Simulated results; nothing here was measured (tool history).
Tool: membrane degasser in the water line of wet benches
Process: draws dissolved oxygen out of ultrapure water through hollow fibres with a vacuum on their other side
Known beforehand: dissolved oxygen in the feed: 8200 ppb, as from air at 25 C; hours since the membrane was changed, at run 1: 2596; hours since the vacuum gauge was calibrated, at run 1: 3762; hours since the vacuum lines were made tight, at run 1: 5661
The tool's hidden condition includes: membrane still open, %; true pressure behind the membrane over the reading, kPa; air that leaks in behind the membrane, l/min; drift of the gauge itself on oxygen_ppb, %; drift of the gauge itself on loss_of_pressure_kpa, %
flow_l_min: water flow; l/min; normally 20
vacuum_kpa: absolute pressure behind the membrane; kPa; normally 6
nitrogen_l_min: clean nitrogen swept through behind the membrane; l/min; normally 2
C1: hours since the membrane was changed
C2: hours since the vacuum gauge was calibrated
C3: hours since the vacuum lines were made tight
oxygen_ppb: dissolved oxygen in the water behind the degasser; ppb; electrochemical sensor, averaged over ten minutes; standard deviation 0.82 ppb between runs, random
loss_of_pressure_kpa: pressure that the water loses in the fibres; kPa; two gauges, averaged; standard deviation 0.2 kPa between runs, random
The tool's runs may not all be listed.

Run 1, day 0: usual settings; C1 2596; C2 3762; C3 5661. Result: oxygen_ppb 77.5 ppb, loss_of_pressure_kpa 42.59 kPa.
Run 2, day 2.529: usual settings but nitrogen_l_min 1.14 l/min; C1 2657; C2 3823; C3 5722. Result: oxygen_ppb 120.6 ppb, loss_of_pressure_kpa 42.14 kPa.
Run 3, day 6.404: usual settings but nitrogen_l_min 1.14 l/min; C1 2750; C2 3916; C3 5815. Result: oxygen_ppb 123.6 ppb, loss_of_pressure_kpa 41.9 kPa.
Run 4, day 10.504: usual settings but nitrogen_l_min 1.14 l/min; C1 2849; C2 4014; C3 5913. Result: oxygen_ppb 123.5 ppb, loss_of_pressure_kpa 42.02 kPa.
Run 5, day 14.296: usual settings but vacuum_kpa 9.41 kPa; C1 2940; C2 4105; C3 6004. Result: oxygen_ppb 155.8 ppb, loss_of_pressure_kpa 41.84 kPa.
Run 6, day 16.554: usual settings but vacuum_kpa 9.41 kPa; C1 2994; C2 4159; C3 6059. Result: oxygen_ppb 153.5 ppb, loss_of_pressure_kpa 41.67 kPa.
Run 7, day 20.462: usual settings but vacuum_kpa 5.15 kPa; C1 3088; C2 4253; C3 6152. Result: oxygen_ppb 56.6 ppb, loss_of_pressure_kpa 42.07 kPa.
Run 8, day 23.117: usual settings but vacuum_kpa 5.15 kPa; C1 3151; C2 4317; C3 6216. Result: oxygen_ppb 57.6 ppb, loss_of_pressure_kpa 42 kPa.
Run 9, day 25.058: usual settings but vacuum_kpa 5.15 kPa; C1 3198; C2 4364; C3 6263. Result: oxygen_ppb 56.9 ppb, loss_of_pressure_kpa 41.67 kPa.
Run 10, day 27.304: usual settings but vacuum_kpa 5.15 kPa; C1 3252; C2 4417; C3 6317. Result: oxygen_ppb 56.3 ppb, loss_of_pressure_kpa 41.87 kPa.
Run 11, day 30.025: usual settings but flow_l_min 16 l/min; C1 3317; C2 4483; C3 6382. Result: oxygen_ppb 57.9 ppb, loss_of_pressure_kpa 33.39 kPa.
Run 12, day 32.992: usual settings; C1 3388; C2 4554; C3 6453. Result: oxygen_ppb 76.4 ppb, loss_of_pressure_kpa 41.86 kPa.
Run 13, day 37.383: usual settings but nitrogen_l_min 1.05 l/min; C1 3494; C2 4659; C3 6559. Result: oxygen_ppb 129.8 ppb, loss_of_pressure_kpa 41.73 kPa.
At day 38.8: seals of the vacuum lines changed.
Run 14, day 41.954: usual settings; C1 3601; C2 4767; C3 76. Result: oxygen_ppb 75.9 ppb, loss_of_pressure_kpa 41.82 kPa.
Run 15, day 44.846: usual settings but nitrogen_l_min 3.82 l/min; C1 3671; C2 4836; C3 145. Result: oxygen_ppb 48 ppb, loss_of_pressure_kpa 42.1 kPa.
Run 16, day 49.396: usual settings but nitrogen_l_min 3.82 l/min; C1 3780; C2 4946; C3 254. Result: oxygen_ppb 46.3 ppb, loss_of_pressure_kpa 41.73 kPa.
Run 17, day 53.571: usual settings but nitrogen_l_min 3.82 l/min; C1 3880; C2 5046; C3 355. Result: oxygen_ppb 46.5 ppb, loss_of_pressure_kpa 41.69 kPa.
Run 18, day 57.604: usual settings but nitrogen_l_min 4.95 l/min; C1 3977; C2 5143; C3 451. Result: oxygen_ppb 39 ppb, loss_of_pressure_kpa 41.67 kPa.
Run 19, day 61.592: usual settings but nitrogen_l_min 4.95 l/min; C1 4073; C2 5238; C3 547. Result: oxygen_ppb 38.7 ppb, loss_of_pressure_kpa 41.52 kPa.

Expected results for the next run?
Run 20, day 64.262: usual settings but flow_l_min 23 l/min, vacuum_kpa 5.25 kPa; C1 4137; C2 5302; C3 611. Result: oxygen_ppb ?, loss_of_pressure_kpa ?.

oxygen_ppb: 74.1 ppb
loss_of_pressure_kpa: 47.64 kPa
Were there no unlogged condition in the tool, this run, its random variation unchanged, would have produced oxygen_ppb 73.9 ppb, loss_of_pressure_kpa 48.28 kPa.
